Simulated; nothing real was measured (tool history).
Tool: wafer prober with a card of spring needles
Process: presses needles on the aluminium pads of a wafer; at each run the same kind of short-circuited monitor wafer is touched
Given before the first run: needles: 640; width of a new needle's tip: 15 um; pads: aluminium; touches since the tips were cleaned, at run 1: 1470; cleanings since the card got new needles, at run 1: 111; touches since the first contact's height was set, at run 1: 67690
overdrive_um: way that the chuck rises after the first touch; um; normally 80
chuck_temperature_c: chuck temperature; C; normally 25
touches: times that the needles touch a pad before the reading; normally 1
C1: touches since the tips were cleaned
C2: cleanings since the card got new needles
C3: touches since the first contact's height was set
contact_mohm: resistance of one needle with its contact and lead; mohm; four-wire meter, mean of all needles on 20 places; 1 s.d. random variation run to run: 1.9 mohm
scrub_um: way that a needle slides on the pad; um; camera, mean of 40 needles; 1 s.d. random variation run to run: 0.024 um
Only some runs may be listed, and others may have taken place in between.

Run 1, day 0: usual settings; C1 1470; C2 111; C3 67690. Result: contact_mohm 198 mohm, scrub_um 10.52 um.
At day 0.175: tips cleaned on abrasive film.
At day 0.512: tips cleaned on abrasive film.
At day 0.862: tips cleaned on abrasive film.
Run 2, day 0.862: usual settings; C1 0; C2 114; C3 75771. Result: contact_mohm 203 mohm, scrub_um 10.55 um.
At day 1.258: tips cleaned on abrasive film.
At day 1.625: tips cleaned on abrasive film.
Run 3, day 1.708: usual settings; C1 795; C2 116; C3 83715. Result: contact_mohm 202 mohm, scrub_um 10.53 um.
At day 1.992: tips cleaned on abrasive film.
Run 4, day 2.254: usual settings; C1 2506; C2 117; C3 88890. Result: contact_mohm 200 mohm, scrub_um 10.54 um.
At day 2.329: tips cleaned on abrasive film.
At day 2.721: tips cleaned on abrasive film.
At day 3.058: tips cleaned on abrasive film.
Run 5, day 3.058: usual settings but chuck_temperature_c 45 C; C1 21; C2 120; C3 96420. Result: contact_mohm 207 mohm, scrub_um 10.54 um.
At day 3.383: tips cleaned on abrasive film.
Run 6, day 3.6: usual settings but chuck_temperature_c 45 C; C1 2039; C2 121; C3 101497. Result: contact_mohm 205 mohm, scrub_um 10.51 um.
At day 3.762: tips cleaned on abrasive film.
Run 7, day 4.029: usual settings but chuck_temperature_c 45 C; C1 2554; C2 122; C3 105558. Result: contact_mohm 208 mohm, scrub_um 10.53 um.
At day 4.108: tips cleaned on abrasive film.
At day 4.454: tips cleaned on abrasive film.
Run 8, day 4.675: usual settings but chuck_temperature_c 45 C; C1 2108; C2 124; C3 111606. Result: contact_mohm 206 mohm, scrub_um 10.49 um.
At day 4.792: tips cleaned on abrasive film.
At day 5.175: tips cleaned on abrasive film.
At day 5.546: tips cleaned on abrasive film.
Run 9, day 5.579: usual settings but chuck_temperature_c 45 C; C1 335; C2 127; C3 120095. Result: contact_mohm 206 mohm, scrub_um 10.49 um.
At day 5.929: tips cleaned on abrasive film.
Run 10, day 6.179: usual settings but chuck_temperature_c 45 C; C1 2380; C2 128; C3 125744. Result: contact_mohm 208 mohm, scrub_um 10.5 um.
At day 6.262: tips cleaned on abrasive film.
At day 6.596: tips cleaned on abrasive film.
At day 6.958: tips cleaned on abrasive film.
Run 11, day 7.033: usual settings but chuck_temperature_c 45 C; C1 720; C2 131; C3 133738. Result: contact_mohm 205 mohm, scrub_um 10.48 um.
At day 7.329: tips cleaned on abrasive film.
At day 7.704: tips cleaned on abrasive film.
Run 12, day 7.808: usual settings but chuck_temperature_c 45 C; C1 1000; C2 133; C3 141029. Result: contact_mohm 207 mohm, scrub_um 10.46 um.
At day 7.883: height of the first contact set anew.
At day 8.083: tips cleaned on abrasive film.
At day 8.442: tips cleaned on abrasive film.
At day 8.775: tips cleaned on abrasive film.
Run 13, day 8.775: usual settings but chuck_temperature_c 45 C; C1 0; C2 136; C3 8347. Result: contact_mohm 205 mohm, scrub_um 10.44 um.
At day 9.117: tips cleaned on abrasive film.
At day 9.471: tips cleaned on abrasive film.
Run 14, day 9.596: usual settings but chuck_temperature_c 45 C, touches 3; C1 1162; C2 138; C3 16070. Result: contact_mohm 206 mohm, scrub_um 10.44 um.
At day 9.825: tips cleaned on abrasive film.
Run 15, day 10.104: usual settings; C1 2661; C2 139; C3 20880. Result: contact_mohm 200 mohm, scrub_um 10.43 um.
At day 10.154: tips cleaned on abrasive film.
At day 10.525: tips cleaned on abrasive film.
At day 10.858: tips cleaned on abrasive film.
Run 16, day 10.858: usual settings but overdrive_um 89 um; C1 0; C2 142; C3 27921. Result: contact_mohm 199 mohm, scrub_um 11.64 um.
At day 11.217: tips cleaned on abrasive film.
At day 11.554: tips cleaned on abrasive film.
Run 17, day 11.554: usual settings but overdrive_um 89 um; C1 0; C2 144; C3 34473. Result: contact_mohm 197 mohm, scrub_um 11.57 um.
At day 11.921: tips cleaned on abrasive film.
At day 12.304: tips cleaned on abrasive film.
Run 18, day 12.35: usual settings but overdrive_um 89 um; C1 445; C2 146; C3 41951. Result: contact_mohm 201 mohm, scrub_um 11.55 um.
At day 12.654: tips cleaned on abrasive film.
At day 12.988: tips cleaned on abrasive film.
Run 19, day 13.242: usual settings but touches 2; C1 2421; C2 148; C3 50337. Result: contact_mohm 203 mohm, scrub_um 10.42 um.
At day 13.312: tips cleaned on abrasive film.
At day 13.679: tips cleaned on abrasive film.
Run 20, day 13.9: usual settings but touches 2; C1 2085; C2 150; C3 56504. Result: contact_mohm 199 mohm, scrub_um 10.4 um.
At day 14.054: tips cleaned on abrasive film.
At day 14.379: tips cleaned on abrasive film.
At day 14.721: tips cleaned on abrasive film.
Run 21, day 14.771: usual settings but chuck_temperature_c 55 C, touches 2; C1 489; C2 153; C3 64688. Result: contact_mohm 204 mohm, scrub_um 10.37 um.
At day 15.088: tips cleaned on abrasive film.
Run 22, day 15.179: usual settings but chuck_temperature_c 42 C, touches 2; C1 862; C2 154; C3 68495. Result: contact_mohm 206 mohm, scrub_um 10.39 um.
At day 15.433: tips cleaned on abrasive film.
At day 15.762: tips cleaned on abrasive film.
Run 23, day 15.821: usual settings but overdrive_um 81 um, chuck_temperature_c 60 C; C1 540; C2 156; C3 74518. Result: contact_mohm 210 mohm, scrub_um 10.48 um.
At day 16.117: tips cleaned on abrasive film.
At day 16.442: tips cleaned on abrasive film.
Run 24, day 16.742: usual settings but overdrive_um 81 um, chuck_temperature_c 60 C; C1 2838; C2 158; C3 83208. Result: contact_mohm 211 mohm, scrub_um 10.48 um.
At day 16.812: tips cleaned on abrasive film.
At day 17.154: tips cleaned on abrasive film.
Run 25, day 17.446: usual settings but overdrive_um 76 um, chuck_temperature_c 60 C; C1 2758; C2 160; C3 89819. Result: contact_mohm 209 mohm, scrub_um 9.81 um.
At day 17.5: tips cleaned on abrasive film.
At day 17.825: tips cleaned on abrasive film.
Run 26, day 17.896: usual settings but overdrive_um 85 um, touches 2; C1 705; C2 162; C3 94037. Result: contact_mohm 201 mohm, scrub_um 10.98 um.
At day 18.146: tips cleaned on abrasive film.
At day 18.496: tips cleaned on abrasive film.
Run 27, day 18.496: usual settings but overdrive_um 67 um, chuck_temperature_c 31 C, touches 2; C1 0; C2 164; C3 99643. Result: contact_mohm 206 mohm, scrub_um 8.68 um.
At day 18.85: tips cleaned on abrasive film.
At day 19.196: tips cleaned on abrasive film.
Run 28, day 19.304: usual settings but overdrive_um 77 um, chuck_temperature_c 29 C; C1 1037; C2 166; C3 107250. Result: contact_mohm 204 mohm, scrub_um 9.94 um.
At day 19.583: tips cleaned on abrasive film.
Run 29, day 19.754: usual settings but overdrive_um 77 um, chuck_temperature_c 29 C; C1 1593; C2 167; C3 111469. Result: contact_mohm 201 mohm, scrub_um 9.92 um.

4 ways to go on from here, each from the tool as it stands after run 29. What would each give?
At day 19.933: tips cleaned on abrasive film.
At day 20.292: tips cleaned on abrasive film.
Run A, day 20.517: usual settings but overdrive_um 77 um, chuck_temperature_c 29 C, touches 2; C1 2160; C2 169; C3 118652. Result: contact_mohm ?, scrub_um ?.
At day 19.933: tips cleaned on abrasive film.
At day 20.292: tips cleaned on abrasive film.
Run B, day 20.517: usual settings but touches 2; C1 2160; C2 169; C3 118652. Result: contact_mohm ?, scrub_um ?.
At day 19.933: tips cleaned on abrasive film.
At day 20.292: tips cleaned on abrasive film.
Run C, day 20.517: usual settings but overdrive_um 67 um, chuck_temperature_c 113 C; C1 2160; C2 169; C3 118652. Result: contact_mohm ?, scrub_um ?.
At day 19.933: tips cleaned on abrasive film.
At day 20.292: tips cleaned on abrasive film.
Run D, day 20.517: usual settings but overdrive_um 75 um; C1 2160; C2 169; C3 118652. Result: contact_mohm ?, scrub_um ?.

run  contact_mohm  scrub_um
  A           205      9.93
  B           203     10.34
  C           223      8.61
  D           203      9.66
With the hidden condition removed and each run's random variation left untouched, the same runs would have given:
run  contact_mohm  scrub_um
  A           204     10.17
  B           202     10.59
  C           223      8.82
  D           203       9.9
